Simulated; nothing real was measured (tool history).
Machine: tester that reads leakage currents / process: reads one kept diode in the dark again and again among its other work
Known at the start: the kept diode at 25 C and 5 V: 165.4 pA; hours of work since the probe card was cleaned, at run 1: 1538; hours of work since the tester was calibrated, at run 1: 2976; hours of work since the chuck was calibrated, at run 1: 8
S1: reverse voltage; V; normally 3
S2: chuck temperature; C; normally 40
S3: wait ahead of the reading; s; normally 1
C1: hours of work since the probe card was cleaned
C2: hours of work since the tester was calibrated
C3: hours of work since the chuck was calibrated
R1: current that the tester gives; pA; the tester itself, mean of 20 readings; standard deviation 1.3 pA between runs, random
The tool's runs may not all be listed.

Run 1, day 0: usual settings; C1 1538; C2 2976; C3 8. Result: R1 424.12 pA.
At day 0.596: tester calibrated.
Run 2, day 4.388: usual settings; C1 1604; C2 58; C3 74. Result: R1 436.88 pA.
Run 3, day 8.112: usual settings; C1 1661; C2 115; C3 131. Result: R1 441.32 pA.
Run 4, day 11.625: usual settings; C1 1715; C2 169; C3 185. Result: R1 447.51 pA.
Run 5, day 17.012: usual settings but S2 20 C; C1 1797; C2 251; C3 267. Result: R1 94.54 pA.
Run 6, day 19.7: usual settings but S2 20 C; C1 1838; C2 293; C3 308. Result: R1 95.6 pA.
Run 7, day 24.375: usual settings but S1 1.63 V; C1 1910; C2 364; C3 380. Result: R1 352.28 pA.
Run 8, day 30.592: usual settings but S1 1.63 V; C1 2005; C2 459; C3 475. Result: R1 364.68 pA.
Run 9, day 33.421: usual settings; C1 2048; C2 503; C3 519. Result: R1 494.68 pA.
Run 10, day 36.992: usual settings; C1 2103; C2 557; C3 573. Result: R1 502.28 pA.
At day 37.562: chuck's temperature calibrated.
At day 42.838: probe card cleaned and baked.
Run 11, day 43.538: usual settings but S1 13.64 V, S2 22 C, S3 1.07 s; C1 11; C2 654; C3 90. Result: R1 302.39 pA.
Run 12, day 46.462: usual settings but S1 13.64 V, S2 22 C, S3 1.07 s; C1 56; C2 699; C3 134. Result: R1 305.11 pA.
At day 50.667: chuck's temperature calibrated, once more.
Run 13, day 51.467: usual settings but S1 13.64 V, S2 22 C, S3 1.07 s; C1 131; C2 775; C3 12. Result: R1 216.08 pA.
Run 14, day 58: usual settings but S1 13.64 V, S2 22 C, S3 1.07 s; C1 231; C2 875; C3 112. Result: R1 223.51 pA.
Run 15, day 63.604: usual settings but S1 13.64 V, S2 22 C, S3 1.07 s; C1 317; C2 960; C3 198. Result: R1 229.95 pA.
Run 16, day 69.054: usual settings but S1 11.26 V, S2 27 C, S3 0.34 s; C1 400; C2 1044; C3 282. Result: R1 331.21 pA.
Run 17, day 71.792: usual settings but S1 6.64 V, S2 53 C, S3 0.39 s; C1 442; C2 1086; C3 324. Result: R1 1751.32 pA.
Run 18, day 76.662: usual settings but S1 15.26 V, S2 34 C, S3 0.96 s; C1 517; C2 1160; C3 398. Result: R1 677.67 pA.
Run 19, day 82.625: usual settings but S1 15.26 V, S2 34 C, S3 0.96 s; C1 608; C2 1252; C3 489. Result: R1 696.9 pA.
Run 20, day 88.104: usual settings but S1 15.26 V, S2 34 C, S3 0.96 s; C1 692; C2 1336; C3 573. Result: R1 718.65 pA.

Across each entry between runs, compare the hidden state at the last listed run before it with the hidden state at the first listed run after it:
Logged between run 1 and run 2: tester calibrated (day 0.596)
  stray current of the dirty probe card, pA a volt: 0.348 -> 0.362; current scale over the true one, %: -0.91 -> -0.06; true chuck temperature over the reading, C: 0.08 -> 0.32
  the result without the hidden state subtracted from the measured one, R1: -0.22 -> +11.26 pA
Logged between run 10 and run 11: chuck's temperature calibrated (day 37.562); probe card cleaned and baked (day 42.838)
  stray current of the dirty probe card, pA a volt: 0.466 -> 0.023; current scale over the true one, %: -0.17 -> -0.19; true chuck temperature over the reading, C: 2.26 -> 4.15
  the result without the hidden state subtracted from the measured one, R1: +78.44 -> +86.8 pA
Logged between run 12 and run 13: chuck's temperature calibrated, once more (day 50.667)
  stray current of the dirty probe card, pA a volt: 0.032 -> 0.048; current scale over the true one, %: -0.2 -> -0.22; true chuck temperature over the reading, C: 4.33 -> 0.06
  the result without the hidden state subtracted from the measured one, R1: +90.79 -> +1.05 pA

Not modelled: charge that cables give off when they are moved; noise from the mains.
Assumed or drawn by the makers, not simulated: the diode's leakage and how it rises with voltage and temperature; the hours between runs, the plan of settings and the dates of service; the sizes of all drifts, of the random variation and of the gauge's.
